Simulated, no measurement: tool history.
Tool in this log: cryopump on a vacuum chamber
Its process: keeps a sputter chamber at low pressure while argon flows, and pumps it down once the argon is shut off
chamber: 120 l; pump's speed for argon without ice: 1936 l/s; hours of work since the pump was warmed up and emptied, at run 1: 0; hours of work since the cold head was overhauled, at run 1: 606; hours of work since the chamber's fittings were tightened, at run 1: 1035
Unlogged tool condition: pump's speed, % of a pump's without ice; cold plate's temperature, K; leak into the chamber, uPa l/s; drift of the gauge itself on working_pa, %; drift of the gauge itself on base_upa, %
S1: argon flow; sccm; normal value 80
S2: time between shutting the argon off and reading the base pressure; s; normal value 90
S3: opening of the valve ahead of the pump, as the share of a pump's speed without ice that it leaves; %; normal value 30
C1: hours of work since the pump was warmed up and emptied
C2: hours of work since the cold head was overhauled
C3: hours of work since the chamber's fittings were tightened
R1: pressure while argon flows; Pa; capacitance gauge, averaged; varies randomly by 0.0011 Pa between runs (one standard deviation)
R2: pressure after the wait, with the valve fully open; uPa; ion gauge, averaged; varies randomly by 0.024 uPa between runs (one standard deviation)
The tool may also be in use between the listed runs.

run 1 hour=0.0 | S1=80 S2=90 S3=30 | C1=0 C2=606 C3=1035 | R1=0.2316 R2=1.91
run 2 hour=23.9 | S1=80 S2=90 S3=39 | C1=12 C2=619 C3=1048 | R1=0.1814 R2=1.91
run 3 hour=53.3 | S1=80 S2=90 S3=39 | C1=27 C2=633 C3=1062 | R1=0.1799 R2=1.94
run 4 hour=70.4 | S1=80 S2=90 S3=39 | C1=36 C2=642 C3=1071 | R1=0.1807 R2=1.94
run 5 hour=102.3 | S1=80 S2=90 S3=39 | C1=52 C2=658 C3=1087 | R1=0.1790 R2=1.98
run 6 hour=119.5 | S1=80 S2=239 S3=30 | C1=60 C2=667 C3=1096 | R1=0.2342 R2=1.47
run 7 hour=149.5 | S1=80 S2=90 S3=30 | C1=76 C2=682 C3=1111 | R1=0.2348 R2=1.96
run 8 hour=176.7 | S1=80 S2=20 S3=30 | C1=89 C2=696 C3=1125 | R1=0.2350 R2=4.61
run 9 hour=205.6 | S1=80 S2=94 S3=30 | C1=104 C2=710 C3=1139 | R1=0.2345 R2=1.96
run 10 hour=235.2 | S1=80 S2=90 S3=30 | C1=119 C2=725 C3=1154 | R1=0.2372 R2=2.04
run 11 hour=274.6 | S1=80 S2=90 S3=30 | C1=139 C2=745 C3=1174 | R1=0.2339 R2=2.10
run 12 hour=301.9 | S1=80 S2=90 S3=30 | C1=153 C2=759 C3=1188 | R1=0.2356 R2=2.09
run 13 hour=318.6 | S1=80 S2=90 S3=30 | C1=161 C2=767 C3=1196 | R1=0.2373 R2=2.01
run 14 hour=347.6 | S1=80 S2=90 S3=30 | C1=176 C2=782 C3=1211 | R1=0.2350 R2=2.10
run 15 hour=384.7 | S1=80 S2=90 S3=30 | C1=194 C2=801 C3=1230 | R1=0.2372 R2=2.13
run 16 hour=421.5 | S1=80 S2=90 S3=30 | C1=213 C2=819 C3=1248 | R1=0.2385 R2=2.16
run 17 hour=446.3 | S1=80 S2=90 S3=30 | C1=225 C2=832 C3=1261 | R1=0.2366 R2=2.17

Run 18 comes next. What will it give?
run 18 hour=464.5 | S1=80 S2=81 S3=24 | C1=235 C2=841 C3=1270 | R1=? R2=?

Run 18 measured R1 0.2952 Pa, R2 2.24 uPa.
With the hidden condition absent and the run-to-run variation left alone, this run would have shown R1 0.2906 Pa, R2 1.03 uPa.

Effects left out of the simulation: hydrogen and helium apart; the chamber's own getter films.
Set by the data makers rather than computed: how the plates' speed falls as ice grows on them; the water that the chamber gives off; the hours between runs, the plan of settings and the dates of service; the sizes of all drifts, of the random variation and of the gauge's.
